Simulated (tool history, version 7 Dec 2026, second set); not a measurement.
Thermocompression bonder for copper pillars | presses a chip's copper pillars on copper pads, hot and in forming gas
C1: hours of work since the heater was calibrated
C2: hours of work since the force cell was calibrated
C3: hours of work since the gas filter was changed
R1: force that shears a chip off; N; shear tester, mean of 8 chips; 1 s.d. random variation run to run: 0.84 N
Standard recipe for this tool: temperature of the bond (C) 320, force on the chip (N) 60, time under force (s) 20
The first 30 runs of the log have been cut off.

run 31 hour=1161.4 | temperature_of_the_bond_(C)=320 force_on_the_chip_(N)=53 time_under_force_(s)=19 | C1=781 C2=237 C3=35 | R1=57.6
run 32 hour=1219.4 | temperature_of_the_bond_(C)=320 force_on_the_chip_(N)=53 time_under_force_(s)=19 | C1=805 C2=261 C3=58 | R1=56.4
run 33 hour=1266.2 | temperature_of_the_bond_(C)=325 force_on_the_chip_(N)=40 time_under_force_(s)=42 | C1=824 C2=280 C3=77 | R1=65.7
run 34 hour=1303.6 | temperature_of_the_bond_(C)=325 force_on_the_chip_(N)=40 time_under_force_(s)=42 | C1=839 C2=295 C3=92 | R1=64.7
run 35 hour=1329.9 | temperature_of_the_bond_(C)=314 force_on_the_chip_(N)=60 time_under_force_(s)=20 | C1=850 C2=306 C3=103 | R1=59.2
run 36 hour=1383.1 | temperature_of_the_bond_(C)=303 force_on_the_chip_(N)=61 time_under_force_(s)=20 | C1=872 C2=327 C3=125 | R1=53.0
run 37 hour=1421.4 | temperature_of_the_bond_(C)=298 force_on_the_chip_(N)=61 time_under_force_(s)=46 | C1=887 C2=343 C3=140 | R1=68.8
run 38 hour=1467.7 | temperature_of_the_bond_(C)=320 force_on_the_chip_(N)=75 time_under_force_(s)=20 | C1=906 C2=362 C3=159 | R1=73.3
run 39 hour=1491.7 | temperature_of_the_bond_(C)=331 force_on_the_chip_(N)=37 time_under_force_(s)=24 | C1=916 C2=372 C3=169 | R1=51.7
run 40 hour=1527.1 | temperature_of_the_bond_(C)=331 force_on_the_chip_(N)=37 time_under_force_(s)=16 | C1=930 C2=386 C3=184 | R1=42.9
run 41 hour=1558.5 | temperature_of_the_bond_(C)=338 force_on_the_chip_(N)=51 time_under_force_(s)=10 | C1=943 C2=399 C3=196 | R1=51.9

Forecast each of these 3 alternatives for the next run:
run A hour=1606.6 | temperature_of_the_bond_(C)=320 force_on_the_chip_(N)=41 time_under_force_(s)=55 | C1=963 C2=418 C3=216 | R1=?
run B hour=1606.6 | temperature_of_the_bond_(C)=339 force_on_the_chip_(N)=68 time_under_force_(s)=20 | C1=963 C2=418 C3=216 | R1=?
run C hour=1606.6 | temperature_of_the_bond_(C)=338 force_on_the_chip_(N)=51 time_under_force_(s)=33 | C1=963 C2=418 C3=216 | R1=?

run=A R1=66.1
run=B R1=80.5
run=C R1=78.7
Stripped of hidden state, with their random variation kept, the same runs would have yielded:
run=A R1=72.3
run=B R1=87.2
run=C R1=85.3

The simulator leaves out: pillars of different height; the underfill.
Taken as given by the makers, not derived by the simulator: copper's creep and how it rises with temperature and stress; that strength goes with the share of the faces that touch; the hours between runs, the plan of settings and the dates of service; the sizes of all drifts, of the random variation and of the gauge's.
